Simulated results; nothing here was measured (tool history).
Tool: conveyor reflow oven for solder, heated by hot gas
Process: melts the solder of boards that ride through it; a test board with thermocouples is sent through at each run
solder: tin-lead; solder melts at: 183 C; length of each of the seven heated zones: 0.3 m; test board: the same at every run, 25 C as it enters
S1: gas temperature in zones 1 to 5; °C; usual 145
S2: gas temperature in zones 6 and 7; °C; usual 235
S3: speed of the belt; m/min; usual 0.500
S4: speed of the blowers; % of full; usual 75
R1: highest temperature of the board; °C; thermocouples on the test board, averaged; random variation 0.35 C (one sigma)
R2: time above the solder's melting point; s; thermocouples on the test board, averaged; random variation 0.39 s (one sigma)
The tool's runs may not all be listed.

| run | hour | S1 | S2 | S3 | S4 | R1 | R2 |
|---|---|---|---|---|---|---|---|
| 1 | 0.0 | 145 | 235 | 0.500 | 75 | 221.7 | 59.4 |
| 2 | 28.2 | 145 | 235 | 0.500 | 75 | 221.5 | 59.4 |
| 3 | 56.3 | 145 | 235 | 0.500 | 75 | 220.9 | 59.7 |
| 4 | 73.2 | 145 | 235 | 0.500 | 75 | 221.4 | 60.0 |
| 5 | 85.4 | 145 | 235 | 0.500 | 75 | 221.8 | 59.5 |
| 6 | 109.9 | 145 | 235 | 0.500 | 75 | 221.1 | 59.6 |
| 7 | 133.7 | 145 | 225 | 0.500 | 75 | 212.7 | 52.8 |
| 8 | 160.5 | 145 | 235 | 0.500 | 75 | 221.2 | 59.3 |
| 9 | 184.6 | 145 | 235 | 0.500 | 67 | 219.5 | 58.1 |
| 10 | 206.2 | 145 | 233 | 0.500 | 75 | 219.1 | 58.0 |
| 11 | 220.4 | 145 | 233 | 0.500 | 75 | 218.9 | 58.2 |
| 12 | 244.6 | 145 | 240 | 0.500 | 75 | 224.7 | 61.5 |
| 13 | 258.1 | 145 | 240 | 0.500 | 75 | 224.7 | 61.3 |
| 14 | 273.3 | 145 | 235 | 0.500 | 88 | 222.0 | 60.0 |
| 15 | 291.0 | 138 | 235 | 0.500 | 75 | 219.2 | 55.2 |
|  | 298.3 | flux residue cleaned out of gas plates and filters |
| 16 | 312.5 | 138 | 235 | 0.500 | 75 | 222.4 | 57.6 |
|  | 317.8 | belt drive overhauled, speed set with a stopwatch |
| 17 | 335.4 | 151 | 245 | 0.567 | 50 | 223.2 | 55.2 |
| 18 | 364.1 | 151 | 245 | 0.567 | 50 | 223.2 | 55.4 |
| 19 | 383.2 | 151 | 245 | 0.567 | 50 | 223.5 | 55.9 |
|  | 399.3 | thermocouples of zones 6 and 7 changed |
| 20 | 403.4 | 151 | 245 | 0.567 | 50 | 222.4 | 54.3 |
|  | 414.5 | belt drive overhauled, speed set with a stopwatch, once more |
| 21 | 420.1 | 145 | 246 | 0.500 | 67 | 230.0 | 63.2 |
| 22 | 443.8 | 145 | 235 | 0.445 | 72 | 223.4 | 68.7 |
| 23 | 462.9 | 145 | 235 | 0.500 | 67 | 219.3 | 57.8 |
| 24 | 487.5 | 145 | 235 | 0.500 | 67 | 219.0 | 57.7 |
| 25 | 504.9 | 145 | 230 | 0.497 | 67 | 215.5 | 55.4 |
| 26 | 523.6 | 145 | 235 | 0.554 | 75 | 217.7 | 51.6 |
| 27 | 542.0 | 145 | 235 | 0.554 | 75 | 218.0 | 51.0 |
| 28 | 560.5 | 146 | 235 | 0.500 | 75 | 220.4 | 59.3 |
| 29 | 582.5 | 146 | 235 | 0.500 | 75 | 220.5 | 59.5 |
| 30 | 595.8 | 145 | 235 | 0.500 | 58 | 218.0 | 56.4 |

Forecast each of these 4 alternatives for the next run:
| A | 624.9 | 152 | 227 | 0.500 | 75 | ? | ? |
| B | 624.9 | 145 | 235 | 0.500 | 68 | ? | ? |
| C | 624.9 | 145 | 235 | 0.428 | 75 | ? | ? |
| D | 624.9 | 145 | 244 | 0.558 | 75 | ? | ? |

| run | R1 | R2 |
|---|---|---|
| A | 214.8 | 57.4 |
| B | 219.4 | 57.8 |
| C | 224.4 | 71.9 |
| D | 224.4 | 55.0 |
Without the tool's hidden state the same runs would have given:
| run | R1 | R2 |
|---|---|---|
| A | 215.6 | 58.1 |
| B | 220.4 | 58.6 |
| C | 225.2 | 72.3 |
| D | 225.7 | 55.7 |

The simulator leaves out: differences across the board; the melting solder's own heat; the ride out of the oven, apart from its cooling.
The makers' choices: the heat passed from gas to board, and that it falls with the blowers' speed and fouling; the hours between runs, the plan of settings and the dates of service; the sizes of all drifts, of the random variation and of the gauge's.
